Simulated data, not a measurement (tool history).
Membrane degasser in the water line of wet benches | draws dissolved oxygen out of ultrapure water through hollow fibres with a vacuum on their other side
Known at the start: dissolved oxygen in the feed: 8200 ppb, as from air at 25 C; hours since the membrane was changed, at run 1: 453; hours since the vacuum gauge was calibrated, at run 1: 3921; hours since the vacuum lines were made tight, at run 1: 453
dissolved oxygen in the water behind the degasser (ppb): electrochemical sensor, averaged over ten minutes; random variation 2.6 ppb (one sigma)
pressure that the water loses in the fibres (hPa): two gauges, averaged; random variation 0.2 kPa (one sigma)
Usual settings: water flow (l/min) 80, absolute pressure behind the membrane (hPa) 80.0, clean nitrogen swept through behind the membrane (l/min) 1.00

| run | hour | water flow (l/min) | absolute pressure behind the membrane (hPa) | clean nitrogen swept through behind the membrane (l/min) | hours since the membrane was changed | hours since the vacuum gauge was calibrated | hours since the vacuum lines were made tight | dissolved oxygen in the water behind the degasser (ppb) | pressure that the water loses in the fibres (hPa) |
|---|---|---|---|---|---|---|---|---|---|
| 1 | 0.0 | 80 | 80.0 | 1.00 | 453 | 3921 | 453 | 681.1 | 420.9 |
| 2 | 101.4 | 80 | 80.0 | 1.00 | 555 | 4022 | 555 | 675.4 | 421.1 |
| 3 | 175.3 | 80 | 180.0 | 1.00 | 628 | 4096 | 628 | 1728.5 | 419.4 |
| 4 | 298.7 | 51 | 80.0 | 1.00 | 752 | 4219 | 752 | 466.5 | 268.1 |
| 5 | 398.0 | 80 | 80.0 | 1.00 | 851 | 4319 | 851 | 678.1 | 421.6 |
| 6 | 570.4 | 80 | 80.0 | 1.00 | 1024 | 4491 | 1024 | 677.0 | 420.4 |
| 7 | 697.1 | 80 | 80.0 | 1.00 | 1150 | 4618 | 1150 | 679.0 | 423.8 |
| 8 | 864.1 | 80 | 80.0 | 1.00 | 1317 | 4785 | 1317 | 673.6 | 422.5 |
| 9 | 983.2 | 80 | 80.0 | 1.00 | 1436 | 4904 | 1436 | 675.6 | 421.5 |
| 10 | 1069.2 | 49 | 80.0 | 1.00 | 1522 | 4990 | 1522 | 452.9 | 256.6 |
| 11 | 1172.0 | 49 | 80.0 | 1.00 | 1625 | 5093 | 1625 | 454.1 | 257.3 |
| 12 | 1269.4 | 49 | 80.0 | 1.00 | 1723 | 5190 | 1723 | 455.2 | 257.6 |
| 13 | 1374.1 | 80 | 80.0 | 1.00 | 1827 | 5295 | 1827 | 679.8 | 422.3 |
| 14 | 1483.5 | 98 | 80.0 | 1.00 | 1937 | 5404 | 1937 | 810.1 | 515.5 |
| 15 | 1607.9 | 98 | 80.0 | 1.00 | 2061 | 5529 | 2061 | 808.0 | 525.7 |
|  | 1769.7 | vacuum gauge calibrated |
| 16 | 1772.6 | 98 | 80.0 | 1.00 | 2225 | 3 | 2225 | 823.0 | 520.4 |
| 17 | 1912.2 | 48 | 63.8 | 1.16 | 2365 | 143 | 2365 | 284.2 | 255.7 |
| 18 | 2062.5 | 70 | 91.5 | 0.79 | 2515 | 293 | 2515 | 859.2 | 374.3 |
| 19 | 2232.5 | 64 | 80.0 | 0.87 | 2685 | 463 | 2685 | 629.2 | 340.1 |
| 20 | 2361.4 | 64 | 80.0 | 0.87 | 2814 | 592 | 2814 | 630.5 | 345.6 |
| 21 | 2439.3 | 80 | 124.5 | 1.00 | 2892 | 670 | 2892 | 1193.2 | 430.3 |
|  | 2490.2 | vacuum gauge calibrated, once more |
| 22 | 2545.6 | 80 | 124.5 | 1.00 | 2998 | 55 | 2998 | 1168.4 | 431.7 |
| 23 | 2638.3 | 87 | 197.1 | 1.85 | 3090 | 148 | 3090 | 1381.1 | 467.3 |
| 24 | 2769.3 | 127 | 53.6 | 1.50 | 3221 | 279 | 3221 | 511.1 | 680.1 |
| 25 | 2905.8 | 127 | 53.6 | 1.50 | 3358 | 416 | 3358 | 514.7 | 680.1 |
| 26 | 3024.8 | 127 | 53.6 | 1.50 | 3477 | 535 | 3477 | 512.9 | 683.4 |
| 27 | 3167.5 | 109 | 126.7 | 1.00 | 3620 | 677 | 3620 | 1484.3 | 586.3 |
| 28 | 3337.0 | 62 | 145.7 | 0.77 | 3789 | 847 | 3789 | 1366.5 | 332.4 |
| 29 | 3438.7 | 62 | 169.9 | 0.96 | 3891 | 948 | 3891 | 1409.7 | 333.4 |
| 30 | 3516.3 | 70 | 80.0 | 1.64 | 3969 | 1026 | 3969 | 434.9 | 377.5 |
| 31 | 3657.6 | 83 | 49.3 | 1.00 | 4110 | 1167 | 4110 | 308.7 | 449.8 |
| 32 | 3764.2 | 51 | 80.0 | 1.00 | 4216 | 1274 | 4216 | 463.4 | 279.5 |

Some steps in dissolved oxygen in the water behind the degasser (ppb) between neighbouring runs. How much of each would the tool show without its hidden state too (settings, what came in, random variation), and how much is left for the hidden state, with any gauge scatter that isn't in both results?
The hidden state here: membrane still open, %; true pressure behind the membrane over the reading, kPa; air that leaks in behind the membrane, l/min; drift of the gauge itself on oxygen_ppb, %; drift of the gauge itself on loss_of_pressure_kpa, %.
Run 2 -> 3: absolute pressure behind the membrane (hPa) 80.0 -> 180.0. dissolved oxygen in the water behind the degasser (ppb) +1053.1: hidden state -3.3, all else +1056.4.
Run 3 -> 4: water flow (l/min) 80 -> 51, absolute pressure behind the membrane (hPa) 180.0 -> 80.0. dissolved oxygen in the water behind the degasser (ppb) -1262.0: hidden state +0.4, all else -1262.4.
Run 16 -> 17: water flow (l/min) 98 -> 48, absolute pressure behind the membrane (hPa) 80.0 -> 63.8, clean nitrogen swept through behind the membrane (l/min) 1.00 -> 1.16. dissolved oxygen in the water behind the degasser (ppb) -538.8: hidden state -17.1, all else -521.7.
Run 21 -> 22: vacuum gauge calibrated, once more. dissolved oxygen in the water behind the degasser (ppb) -24.8: hidden state -29.8, all else +5.0.
Run 26 -> 27: water flow (l/min) 127 -> 109, absolute pressure behind the membrane (hPa) 53.6 -> 126.7, clean nitrogen swept through behind the membrane (l/min) 1.50 -> 1.00. dissolved oxygen in the water behind the degasser (ppb) +971.4: hidden state -14.6, all else +986.0.
Run 29 -> 30: water flow (l/min) 62 -> 70, absolute pressure behind the membrane (hPa) 169.9 -> 80.0, clean nitrogen swept through behind the membrane (l/min) 0.96 -> 1.64. dissolved oxygen in the water behind the degasser (ppb) -974.8: hidden state +7.4, all else -982.2.

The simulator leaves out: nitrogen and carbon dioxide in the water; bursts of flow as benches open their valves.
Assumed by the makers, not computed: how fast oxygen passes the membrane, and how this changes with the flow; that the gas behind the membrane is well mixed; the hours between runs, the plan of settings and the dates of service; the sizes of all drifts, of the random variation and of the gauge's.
